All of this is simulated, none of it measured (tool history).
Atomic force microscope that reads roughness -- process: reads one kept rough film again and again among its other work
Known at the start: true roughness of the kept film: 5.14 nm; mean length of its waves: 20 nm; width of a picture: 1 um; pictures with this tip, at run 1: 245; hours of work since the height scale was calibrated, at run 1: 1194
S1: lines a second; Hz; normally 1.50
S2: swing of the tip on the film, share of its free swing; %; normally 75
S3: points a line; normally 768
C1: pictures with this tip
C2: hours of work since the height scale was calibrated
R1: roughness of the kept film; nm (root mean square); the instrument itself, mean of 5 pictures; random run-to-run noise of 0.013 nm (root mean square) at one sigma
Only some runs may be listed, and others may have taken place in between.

run 1 day=0.000 | S1=1.50 S2=75 S3=768 | C1=245 C2=1194 | R1=2.115
-- day=0.371 new tip fitted
run 2 day=1.096 | S1=1.50 S2=75 S3=768 | C1=30 C2=1213 | R1=2.902
run 3 day=3.042 | S1=1.50 S2=75 S3=768 | C1=109 C2=1246 | R1=2.596
run 4 day=4.208 | S1=1.50 S2=75 S3=768 | C1=157 C2=1266 | R1=2.441
run 5 day=5.404 | S1=1.50 S2=75 S3=768 | C1=206 C2=1287 | R1=2.273
-- day=6.604 new tip fitted
run 6 day=7.350 | S1=1.50 S2=75 S3=768 | C1=30 C2=1320 | R1=2.902
run 7 day=9.196 | S1=1.50 S2=75 S3=768 | C1=106 C2=1351 | R1=2.554
-- day=9.367 height scale calibrated on a step standard
run 8 day=11.033 | S1=1.50 S2=75 S3=768 | C1=180 C2=29 | R1=2.345
-- day=12.908 new tip fitted
run 9 day=13.133 | S1=1.50 S2=75 S3=768 | C1=9 C2=64 | R1=3.017
run 10 day=14.758 | S1=1.50 S2=75 S3=768 | C1=76 C2=92 | R1=2.707
run 11 day=16.017 | S1=1.25 S2=87 S3=671 | C1=128 C2=114 | R1=2.405
-- day=16.658 height scale calibrated on a step standard, once more
run 12 day=17.758 | S1=1.50 S2=82 S3=475 | C1=197 C2=19 | R1=2.142
-- day=19.250 new tip fitted
run 13 day=19.900 | S1=1.91 S2=75 S3=431 | C1=26 C2=55 | R1=2.785
run 14 day=21.038 | S1=1.91 S2=75 S3=431 | C1=73 C2=75 | R1=2.555
run 15 day=22.404 | S1=1.96 S2=90 S3=276 | C1=129 C2=98 | R1=1.998
run 16 day=24.129 | S1=1.96 S2=90 S3=276 | C1=200 C2=128 | R1=1.820
-- day=25.562 new tip fitted
run 17 day=26.396 | S1=1.96 S2=90 S3=348 | C1=34 C2=166 | R1=2.310
run 18 day=28.633 | S1=0.75 S2=90 S3=348 | C1=126 C2=205 | R1=2.396
run 19 day=29.975 | S1=0.75 S2=90 S3=348 | C1=181 C2=228 | R1=2.230

Forecast each of these 3 alternatives for the next run:
-- day=31.846 new tip fitted
run A day=32.171 | S1=3.74 S2=62 S3=830 | C1=13 C2=265 | R1=?
-- day=31.846 new tip fitted
run B day=32.171 | S1=2.34 S2=90 S3=348 | C1=13 C2=265 | R1=?
-- day=31.846 new tip fitted
run C day=32.171 | S1=0.75 S2=90 S3=952 | C1=13 C2=265 | R1=?

run=A R1=2.850
run=B R1=2.258
run=C R1=2.893
The same runs, with their run-to-run variation unchanged, on a tool lacking any hidden condition would have given:
run=A R1=2.951
run=B R1=2.338
run=C R1=2.996
